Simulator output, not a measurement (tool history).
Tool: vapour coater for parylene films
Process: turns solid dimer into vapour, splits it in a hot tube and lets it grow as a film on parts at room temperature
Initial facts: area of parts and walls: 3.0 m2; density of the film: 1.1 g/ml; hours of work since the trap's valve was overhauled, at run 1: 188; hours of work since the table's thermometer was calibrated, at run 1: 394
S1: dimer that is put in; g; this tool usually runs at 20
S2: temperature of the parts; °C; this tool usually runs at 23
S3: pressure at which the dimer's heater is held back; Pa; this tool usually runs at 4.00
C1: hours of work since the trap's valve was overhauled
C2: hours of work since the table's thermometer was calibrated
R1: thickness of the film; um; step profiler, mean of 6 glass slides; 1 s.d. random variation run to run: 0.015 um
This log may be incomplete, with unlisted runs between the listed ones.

run     day  S1  S2     S3   C1   C2    R1
  1   0.000  20  23   4.00  188  394  3.85
  2   0.417  25  23   4.00  196  403  4.79
  3   0.738  16  23   4.00  203  409  3.08
  4   1.312  16  23   4.00  215  421  3.04
  5   1.983  16  23   4.00  228  435  3.06
  6   2.675  16  23   4.00  242  449  3.05
  7   3.075  20  23   4.00  250  457  3.85
  8   3.717  20  23   4.00  263  470  3.78
  9   4.050  20  23   4.00  270  476  3.79
 10   4.675  20  23   4.00  283  489  3.80
 11   5.233  20  23   4.00  294  500  3.77
 12   5.658  20  23   4.00  303  509  3.76
 13   6.108  20  23   4.00  312  518  3.80
      6.196  -- table's thermometer calibrated
 14   6.475  20  23   8.61  318    6  3.29
 15   6.854  20  23   8.61  326   13  3.28
      7.096  -- trap's valve overhauled
 16   7.638  20  23   8.61   11   26  3.45
 17   7.954  20  23   8.61   17   32  3.46
 18   8.521  20  23   8.61   29   44  3.44
 19   8.958  20  23   4.00   38   53  4.01
 20   9.671  31  23   4.00   52   67  6.21
      9.917  -- table's thermometer calibrated, once more
 21  10.342  31  23   4.00   65    9  5.98
 22  10.908  31  23   4.00   77   20  5.95
 23  11.554  26  19   7.79   90   33  5.25
 24  12.221  34  23   3.14  103   47  6.83
 25  12.546  24  23   4.00  110   53  4.60
 26  12.967  24  29   4.00  118   62  3.51
 27  13.475  17  21   6.50  129   72  3.22
 28  13.871  33  23   4.00  137   80  6.33
 29  14.504  20  16   7.22  149   93  4.62
 30  15.183  20  24   4.00  163  107  3.66
 31  15.638  13  20   7.24  172  116  2.50
 32  15.954  20  23   4.00  179  122  3.80
 33  16.558  22  20   3.15  191  135  5.00
 34  17.204  22  20   3.15  204  148  5.00
 35  17.533  15  27   7.57  211  154  2.09
 36  17.921  18  21   5.98  219  162  3.42
 37  18.629  24  30   2.01  233  177  3.83
 38  18.942  24  30   2.01  239  183  3.81
 39  19.267  24  30   2.01  246  190  3.80
 40  19.575  14  17   2.01  252  196  3.95
 41  20.067  25  23   6.33  262  206  4.30
 42  20.717  30  29   7.35  275  219  3.82
 43  21.038  12  26  11.48  282  226  1.61

Forecast each of these 4 alternatives for the next run:
  A  21.604  11  16   4.00  294  237   ?
  B  21.604  20  34   2.02  294  237   ?
  C  21.604   8  27  11.15  294  237   ?
  D  21.604   9  25  11.48  294  237   ?

run    R1
  A  2.79
  B  2.65
  C  1.02
  D  1.27
Without the tool's unlogged condition, the same runs would have read:
run    R1
  A  2.90
  B  2.76
  C  1.06
  D  1.32
